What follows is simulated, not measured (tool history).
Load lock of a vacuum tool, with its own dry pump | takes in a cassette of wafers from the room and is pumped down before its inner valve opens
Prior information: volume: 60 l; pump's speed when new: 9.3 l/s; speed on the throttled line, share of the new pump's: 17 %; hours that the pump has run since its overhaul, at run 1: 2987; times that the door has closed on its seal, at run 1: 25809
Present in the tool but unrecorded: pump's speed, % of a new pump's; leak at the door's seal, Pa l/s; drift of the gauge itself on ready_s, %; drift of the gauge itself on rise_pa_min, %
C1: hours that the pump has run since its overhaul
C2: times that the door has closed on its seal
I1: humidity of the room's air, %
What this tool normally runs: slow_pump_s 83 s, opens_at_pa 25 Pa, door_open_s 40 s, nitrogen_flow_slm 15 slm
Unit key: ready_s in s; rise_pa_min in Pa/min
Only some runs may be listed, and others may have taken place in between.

Run 1, hour 0.0: usual settings; C1 2987; C2 25809; I1 44.5. Result: ready_s 121.7 s, rise_pa_min 0.073 Pa/min.
Run 2, hour 51.2: usual settings but opens_at_pa 21 Pa; C1 3038; C2 26033; I1 44.7. Result: ready_s 123.5 s, rise_pa_min 0.078 Pa/min.
Run 3, hour 120.5: usual settings; C1 3107; C2 26337; I1 45.0. Result: ready_s 122.3 s, rise_pa_min 0.076 Pa/min.
Run 4, hour 207.0: usual settings but opens_at_pa 35 Pa; C1 3194; C2 26717; I1 43.8. Result: ready_s 121.3 s, rise_pa_min 0.072 Pa/min.
Run 5, hour 298.2: usual settings but opens_at_pa 35 Pa; C1 3285; C2 27116; I1 43.4. Result: ready_s 120.9 s, rise_pa_min 0.083 Pa/min.
Run 6, hour 375.6: usual settings but opens_at_pa 35 Pa; C1 3362; C2 27456; I1 48.9. Result: ready_s 120.1 s, rise_pa_min 0.078 Pa/min.
Run 7, hour 431.1: usual settings but opens_at_pa 35 Pa; C1 3418; C2 27699; I1 43.3. Result: ready_s 120.2 s, rise_pa_min 0.083 Pa/min.
Run 8, hour 489.7: usual settings but opens_at_pa 35 Pa; C1 3476; C2 27956; I1 43.1. Result: ready_s 118.9 s, rise_pa_min 0.079 Pa/min.
Run 9, hour 561.7: usual settings but nitrogen_flow_slm 8 slm; C1 3548; C2 28271; I1 44.0. Result: ready_s 123.1 s, rise_pa_min 0.088 Pa/min.
Run 10, hour 649.0: usual settings but nitrogen_flow_slm 8 slm; C1 3636; C2 28654; I1 46.2. Result: ready_s 122.7 s, rise_pa_min 0.094 Pa/min.
Run 11, hour 719.6: usual settings but opens_at_pa 28 Pa; C1 3706; C2 28964; I1 43.7. Result: ready_s 121.4 s, rise_pa_min 0.080 Pa/min.
Run 12, hour 791.8: usual settings but opens_at_pa 28 Pa; C1 3778; C2 29281; I1 45.2. Result: ready_s 122.9 s, rise_pa_min 0.084 Pa/min.
Run 13, hour 840.1: usual settings but opens_at_pa 40 Pa; C1 3827; C2 29492; I1 47.6. Result: ready_s 119.1 s, rise_pa_min 0.086 Pa/min.
Run 14, hour 922.8: usual settings but opens_at_pa 40 Pa; C1 3909; C2 29855; I1 41.1. Result: ready_s 117.9 s, rise_pa_min 0.081 Pa/min.
Run 15, hour 990.8: usual settings but slow_pump_s 122 s, opens_at_pa 37 Pa, door_open_s 73 s, nitrogen_flow_slm 11 slm; C1 3977; C2 30153; I1 47.9. Result: ready_s 152.1 s, rise_pa_min 0.114 Pa/min.

Run 16 comes next. What will it give?
Run 16, hour 1079.9: usual settings but slow_pump_s 122 s, opens_at_pa 19 Pa, door_open_s 73 s, nitrogen_flow_slm 5 slm; C1 4066; C2 30543; I1 45.0. Result: ready_s ?, rise_pa_min ?.

Run 16 produced ready_s 157.1 s, rise_pa_min 0.123 Pa/min.
The same run, on a tool lacking any hidden state, would have yielded ready_s 156.8 s, rise_pa_min 0.067 Pa/min.

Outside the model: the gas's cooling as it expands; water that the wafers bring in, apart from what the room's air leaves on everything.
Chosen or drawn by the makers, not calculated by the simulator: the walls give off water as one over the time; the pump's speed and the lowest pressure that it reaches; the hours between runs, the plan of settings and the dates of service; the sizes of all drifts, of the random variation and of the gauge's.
